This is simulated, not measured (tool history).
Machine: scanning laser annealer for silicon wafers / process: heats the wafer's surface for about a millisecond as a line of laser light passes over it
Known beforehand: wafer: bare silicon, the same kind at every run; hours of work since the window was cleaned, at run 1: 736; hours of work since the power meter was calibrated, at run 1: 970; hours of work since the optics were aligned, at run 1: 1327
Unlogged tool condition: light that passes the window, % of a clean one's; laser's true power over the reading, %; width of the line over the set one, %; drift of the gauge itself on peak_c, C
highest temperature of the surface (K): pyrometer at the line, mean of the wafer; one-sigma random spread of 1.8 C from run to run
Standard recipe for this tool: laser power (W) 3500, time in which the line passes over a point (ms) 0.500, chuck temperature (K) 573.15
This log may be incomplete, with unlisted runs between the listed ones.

run	hour	laser power (W)	time in which the line passes over a point (ms)	chuck temperature (K)	hours of work since the window was cleaned	hours of work since the power meter was calibrated	hours of work since the optics were aligned	highest temperature of the surface (K)
1	0.0	3500	0.500	573.15	736	970	1327	1308.15
2	32.0	3500	0.500	573.15	759	993	1350	1306.15
3	66.9	3500	0.500	613.15	785	1019	1376	1346.15
4	95.0	3500	0.500	573.15	805	1039	1396	1303.15
# hour 123.1: window over the wafer cleaned
5	126.4	3500	0.500	573.15	2	1061	1418	1324.15
6	151.8	3500	0.500	573.15	21	1079	1436	1320.15
7	169.0	3500	0.500	573.15	34	1092	1449	1323.15
8	183.3	3500	0.500	573.15	44	1102	1459	1319.15
9	199.4	3177	0.532	571.15	56	1114	1471	1255.15
10	218.5	3177	0.479	558.15	70	1128	1485	1205.15
11	251.2	3500	0.375	602.15	94	1152	1509	1247.15
# hour 268.6: optics aligned, line set to its width
12	283.8	3005	0.466	602.15	114	1172	11	1201.15
13	311.7	3500	0.475	591.15	134	1193	32	1325.15
14	333.9	3500	0.475	591.15	151	1209	48	1324.15
15	348.6	3500	0.475	591.15	161	1220	59	1326.15

Forecast each of these 3 alternatives for the next run:
A	379.9	3220	0.386	599.15	184	1243	81	?
B	379.9	3500	0.378	537.15	184	1243	81	?
C	379.9	3500	0.500	578.15	184	1243	81	?

run	highest temperature of the surface (K)
A	1193.15
B	1189.15
C	1330.15
Take away the tool's hidden state, keep each run's random variation, and the runs would have read:
run	highest temperature of the surface (K)
A	1196.15
B	1192.15
C	1333.15
